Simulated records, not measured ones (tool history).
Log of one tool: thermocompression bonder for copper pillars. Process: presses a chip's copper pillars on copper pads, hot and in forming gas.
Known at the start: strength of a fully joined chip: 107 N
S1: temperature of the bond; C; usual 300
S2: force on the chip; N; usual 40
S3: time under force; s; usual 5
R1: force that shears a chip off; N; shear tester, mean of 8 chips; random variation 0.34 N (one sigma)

run 1 hour=0.0 | S1=300 S2=40 S3=5 | R1=56.3
run 2 hour=6.6 | S1=300 S2=40 S3=5 | R1=56.0
run 3 hour=11.1 | S1=300 S2=36 S3=5 | R1=52.5
run 4 hour=18.0 | S1=300 S2=36 S3=5 | R1=52.1
run 5 hour=24.7 | S1=300 S2=40 S3=5 | R1=55.9
run 6 hour=31.6 | S1=300 S2=40 S3=5 | R1=55.6
run 7 hour=40.5 | S1=315 S2=40 S3=5 | R1=62.6
run 8 hour=46.0 | S1=315 S2=40 S3=5 | R1=62.6
run 9 hour=53.4 | S1=315 S2=40 S3=5 | R1=62.3
run 10 hour=61.8 | S1=315 S2=40 S3=5 | R1=62.5
run 11 hour=71.4 | S1=315 S2=40 S3=5 | R1=62.4
run 12 hour=80.4 | S1=315 S2=40 S3=5 | R1=61.4
run 13 hour=87.1 | S1=315 S2=40 S3=5 | R1=62.6
run 14 hour=96.3 | S1=315 S2=40 S3=5 | R1=61.8
run 15 hour=101.4 | S1=315 S2=40 S3=5 | R1=62.2
run 16 hour=106.5 | S1=276 S2=25 S3=7 | R1=35.3
run 17 hour=111.6 | S1=276 S2=25 S3=7 | R1=35.3
run 18 hour=117.8 | S1=276 S2=25 S3=7 | R1=35.2
run 19 hour=127.6 | S1=287 S2=44 S3=5 | R1=53.1
run 20 hour=136.5 | S1=287 S2=44 S3=5 | R1=53.3
run 21 hour=140.7 | S1=300 S2=47 S3=5 | R1=60.6
run 22 hour=148.1 | S1=279 S2=50 S3=13 | R1=71.8
run 23 hour=154.5 | S1=279 S2=50 S3=13 | R1=71.6
run 24 hour=160.3 | S1=289 S2=25 S3=8 | R1=42.1
run 25 hour=165.2 | S1=289 S2=25 S3=8 | R1=41.8
-- hour=168.4 forming gas filter changed
run 26 hour=173.6 | S1=301 S2=25 S3=4 | R1=35.7
run 27 hour=181.9 | S1=301 S2=25 S3=4 | R1=35.9

3 ways to go on from here, each from the tool as it stands after run 27. What would each give?
run A hour=190.6 | S1=301 S2=39 S3=7 | R1=?
run B hour=190.6 | S1=296 S2=25 S3=4 | R1=?
run C hour=190.6 | S1=288 S2=25 S3=3 | R1=?

run=A R1=61.0
run=B R1=33.9
run=C R1=28.1
Without the tool's hidden state the same runs would have given:
run=A R1=62.6
run=B R1=34.7
run=C R1=28.7
